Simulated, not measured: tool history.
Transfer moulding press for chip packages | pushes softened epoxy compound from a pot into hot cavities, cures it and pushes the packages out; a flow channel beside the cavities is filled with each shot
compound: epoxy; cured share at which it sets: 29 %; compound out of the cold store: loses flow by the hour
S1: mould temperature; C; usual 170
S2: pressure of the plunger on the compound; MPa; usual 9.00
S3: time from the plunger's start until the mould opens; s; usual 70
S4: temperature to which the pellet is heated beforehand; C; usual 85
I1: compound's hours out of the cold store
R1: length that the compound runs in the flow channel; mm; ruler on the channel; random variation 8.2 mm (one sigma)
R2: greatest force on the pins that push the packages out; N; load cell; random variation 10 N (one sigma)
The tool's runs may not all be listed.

run   hour   S1    S2   S3  S4    I1    R1    R2
  1    0.0  170  9.00   70  85  40.8   764   695
  2    8.1  170  9.00   70  85  33.2   819   803
  3   17.3  170  9.00   70  85  33.2   828   858
  4   27.8  170  9.00   70  85  22.0   879   959
      38.4  -- cavities cleaned with cleaning compound and waxed
  5   41.4  170  9.00   70  85  38.2   777   502
  6   54.7  170  7.62   70  85  27.2   773   700
  7   62.8  170  9.00   70  85  13.8   933   780
  8   77.6  170  9.00   70  85  37.0   753   801
  9   85.6  176  9.00   70  85   9.0   943   746
 10   95.2  176  9.00   70  85  12.3   934   826
      97.7  -- cavities cleaned with cleaning compound and waxed
 11  103.8  176  9.00   70  85  23.1   842   471
 12  111.5  176  9.00   70  85  45.3   722   532
     116.8  -- plunger's sealing rings changed
 13  125.1  176  9.00   70  85  11.0  1009   640
 14  139.2  176  9.00   70  85  43.5   767   686
 15  145.9  163  8.24  107  85  27.9   863   692
 16  156.2  170  9.00   71  85  17.8   957   930
     159.5  -- cavities cleaned with cleaning compound and waxed
 17  168.0  170  9.00   71  85  35.0   828   570
 18  174.5  170  9.00   71  85  42.7   786   621
 19  185.8  169  9.00   94  77  46.5   759   586
 20  196.9  167  9.00   85  86  27.6   881   705
 21  204.2  167  9.00  105  84  45.0   767   673
     219.4  -- cavities cleaned with cleaning compound and waxed
 22  219.4  167  9.00  105  84  44.8   765   362
 23  234.4  172  9.00   56  85  41.3   785   946
 24  248.2  170  7.72   70  80  47.9   683   758
 25  254.7  167  7.55   70  85  37.6   727   919
 26  269.0  167  7.87   70  79  43.9   709  1012
     278.8  -- cavities cleaned with cleaning compound and waxed
 27  281.6  167  7.87   70  79  47.7   693   570
 28  288.8  170  9.07   54  85  15.5   932  1162

Forecast each of these 5 alternatives for the next run:
  A  303.5  170  10.39  50  77  28.5   ?   ?
  B  303.5  170   9.07  68  85  10.5   ?   ?
  C  303.5  165   9.00  77  85  17.7   ?   ?
  D  303.5  170   9.07  54  76  11.8   ?   ?
  E  303.5  170   9.07  54  95  34.9   ?   ?

run   R1    R2
  A  895  1722
  B  975   856
  C  933   831
  D  959  1683
  E  799  1246
Without the tool's hidden state the same runs would have given:
run    R1    R2
  A   951  1082
  B  1036   539
  C   991   525
  D  1019  1061
  E   849   786

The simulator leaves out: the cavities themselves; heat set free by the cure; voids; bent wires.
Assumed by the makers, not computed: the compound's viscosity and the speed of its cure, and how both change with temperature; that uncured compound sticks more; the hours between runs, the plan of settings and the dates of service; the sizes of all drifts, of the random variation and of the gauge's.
